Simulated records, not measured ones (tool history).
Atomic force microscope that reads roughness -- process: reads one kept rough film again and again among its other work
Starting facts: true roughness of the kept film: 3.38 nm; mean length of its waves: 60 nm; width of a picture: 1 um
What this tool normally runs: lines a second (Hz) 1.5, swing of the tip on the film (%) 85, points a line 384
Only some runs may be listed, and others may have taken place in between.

run	hour	lines a second (Hz)	swing of the tip on the film (%)	points a line	roughness of the kept film (nm (root mean square))
1	0	1.5	85	384	2.875
2	46.4	1.5	85	384	2.846
3	69.1	1.5	85	384	2.837
# hour 76.3: new tip fitted
4	108.4	1.5	85	736	2.876
5	147.8	1.5	85	384	2.84
# hour 167.5: new tip fitted
6	187.8	1.15	85	384	2.982
7	228.3	1.15	85	384	2.939
# hour 259.2: new tip fitted
8	259.2	1.15	85	384	2.992
9	301.7	1.15	85	384	2.959
10	326.1	1.15	85	731	2.936
11	347.5	1.43	85	731	2.842
# hour 350.2: new tip fitted
12	391.5	1.43	85	731	2.894
13	421	1.5	85	384	2.843
# hour 441.1: new tip fitted
14	450.3	1.5	85	384	2.891
15	494.2	3.98	85	384	2.374
16	522.8	1.5	85	384	2.839
# hour 533.2: new tip fitted
17	564.7	1.5	85	384	2.866
18	588.8	1.5	85	384	2.861
19	612.4	1.5	85	384	2.844
# hour 625.6: new tip fitted
20	635.7	1.5	85	384	2.904
21	663.6	1.71	85	384	2.822
22	683.2	1.71	85	438	2.809
# hour 715.3: new tip fitted
23	721.3	1.71	85	438	2.842
24	758.4	1.5	85	972	2.88
25	801.4	0.59	68	463	3.175
# hour 805.5: new tip fitted
26	842	0.59	68	463	3.214
27	888.2	0.89	56	384	3.195
# hour 896.1: new tip fitted
28	930.9	0.89	56	384	3.249
29	967.3	1.69	70	961	3.031
# hour 988.3: new tip fitted
30	1006.7	1.69	70	961	3.087
31	1025.3	0.86	59	384	3.243
32	1066.3	0.96	76	971	3.076
# hour 1078.5: new tip fitted
33	1087.1	0.96	76	537	3.156
34	1108.5	0.96	76	537	3.135
35	1138.5	1.89	61	279	3.125
36	1167	0.6	85	384	3.071
# hour 1170.4: new tip fitted
37	1201.2	0.6	85	384	3.123
38	1244.8	0.55	85	610	3.115
# hour 1263.7: new tip fitted
39	1287.6	1.5	72	384	3.092
40	1332.3	0.54	84	519	3.124
# hour 1356.1: new tip fitted
41	1362	0.54	84	519	3.187
42	1401.2	0.82	79	799	3.118
43	1425.7	1.63	79	545	2.93
# hour 1446: new tip fitted
44	1451.2	1.63	79	545	2.995
45	1477.2	1.5	70	942	3.111

Selected run-to-run steps in roughness of the kept film (nm (root mean square)), each split into two signed amounts: the part the tool would show with no hidden state at all (from settings, incoming material and random variation), and the remainder, which goes to the hidden state together with any gauge scatter not common to the measured and the hidden-state-free results:
Hidden state at play: radius of the tip, nm; height scale over the true one, %; drift of the gauge itself on roughness_nm, %.
Run 14 -> 15: lines a second (Hz) 1.5 -> 3.98. roughness of the kept film (nm (root mean square)) -0.517: hidden state -0.031, all else -0.486.
Run 15 -> 16: lines a second (Hz) 3.98 -> 1.5. roughness of the kept film (nm (root mean square)) +0.465: hidden state -0.029, all else +0.494.
Run 24 -> 25: lines a second (Hz) 1.5 -> 0.59, swing of the tip on the film (%) 85 -> 68, points a line 972 -> 463. roughness of the kept film (nm (root mean square)) +0.295: hidden state -0.042, all else +0.337.
Run 32 -> 33: points a line 971 -> 537, new tip fitted. roughness of the kept film (nm (root mean square)) +0.08: hidden state +0.065, all else +0.015.
Run 40 -> 41: new tip fitted. roughness of the kept film (nm (root mean square)) +0.063: hidden state +0.058, all else +0.005.
Run 43 -> 44: new tip fitted. roughness of the kept film (nm (root mean square)) +0.065: hidden state +0.063, all else +0.002.
